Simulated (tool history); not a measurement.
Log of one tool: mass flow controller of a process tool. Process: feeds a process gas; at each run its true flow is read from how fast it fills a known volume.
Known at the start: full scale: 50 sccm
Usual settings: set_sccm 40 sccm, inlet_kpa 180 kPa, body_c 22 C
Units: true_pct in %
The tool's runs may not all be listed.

| run | hour | set_sccm | inlet_kpa | body_c | true_pct |
|---|---|---|---|---|---|
| 1 | 0 | 40 | 180 | 22 | 101.86 |
| 2 | 100.3 | 40 | 180 | 33 | 102.68 |
| 3 | 191.2 | 40 | 180 | 33 | 102.87 |
| 4 | 320.1 | 40 | 230 | 22 | 101.96 |
| 5 | 417.8 | 40 | 230 | 25 | 102.41 |
| 6 | 554.7 | 40 | 225 | 25 | 102.41 |
| 7 | 719.9 | 40 | 223 | 22 | 102.22 |
| 8 | 894.5 | 40 | 223 | 22 | 102.3 |
| 9 | 1094.8 | 40 | 223 | 22 | 102.46 |
| 10 | 1180.6 | 40 | 223 | 22 | 102.44 |
| 11 | 1335.7 | 40 | 223 | 22 | 102.45 |
| 12 | 1463.5 | 40 | 180 | 22 | 102.48 |
| 13 | 1565.9 | 40 | 180 | 22 | 102.44 |
| 14 | 1743.2 | 40 | 180 | 22 | 99.38 |
| 15 | 1935.1 | 40 | 180 | 30 | 100.28 |
| 16 | 2022 | 40 | 180 | 30 | 100.35 |
| 17 | 2170.2 | 40 | 180 | 30 | 100.38 |
| 18 | 2282.1 | 40 | 180 | 22 | 99.68 |
| 19 | 2433.4 | 40 | 180 | 22 | 99.75 |
| 20 | 2614.5 | 40 | 180 | 22 | 99.87 |
| 21 | 2748.9 | 40 | 180 | 22 | 99.84 |
| 22 | 2925.9 | 40 | 180 | 22 | 99.97 |
| 23 | 3013.4 | 40 | 180 | 33 | 100.94 |
| 24 | 3146.7 | 40 | 149 | 22 | 100.02 |
| 25 | 3276.5 | 13 | 186 | 33 | 100.72 |
| 26 | 3361.4 | 13 | 186 | 33 | 100.7 |
| 27 | 3491.3 | 13 | 186 | 33 | 100.9 |
| 28 | 3663.6 | 13 | 186 | 33 | 101.03 |
| 29 | 3759.2 | 46 | 180 | 22 | 100.53 |
| 30 | 3882 | 7 | 164 | 22 | 101.15 |
| 31 | 4031.4 | 40 | 220 | 25 | 100.89 |
| 32 | 4191.4 | 39 | 196 | 25 | 100.77 |
| 33 | 4358.4 | 40 | 279 | 29 | 101.4 |
| 34 | 4535.9 | 12 | 272 | 22 | 101.34 |
| 35 | 4622.9 | 12 | 272 | 22 | 101.28 |
| 36 | 4761.7 | 10 | 272 | 22 | 101.8 |
| 37 | 4853.1 | 25 | 148 | 22 | 100.56 |
| 38 | 4976.3 | 25 | 267 | 24 | 101.26 |
| 39 | 5139.9 | 40 | 180 | 28 | 101.51 |
| 40 | 5241.1 | 5 | 178 | 23 | 104.94 |
| 41 | 5432.4 | 5 | 178 | 23 | 105.39 |
| 42 | 5561.6 | 5 | 178 | 23 | 105.61 |
| 43 | 5707.5 | 18 | 178 | 35 | 102.49 |
| 44 | 5840.6 | 18 | 178 | 35 | 102.5 |
| 45 | 5938.9 | 18 | 178 | 35 | 102.69 |
| 46 | 6046.2 | 49 | 145 | 30 | 102.15 |
| 47 | 6160.7 | 8 | 180 | 28 | 104.4 |

Taken out of this log: 1 entry between the listed runs. Where each belongs, and how the hidden state differs across it:
Between runs 13 and 14: controller exchanged for a calibrated one (hour 1707)
  flow at rest that the sensor doesn't see, % of full scale: 0.493 -> 0.01; true flow over the shown one, %: 2.63 -> 0.16
  measured less the result without the state, true_pct: +3.25 -> +0.18 %
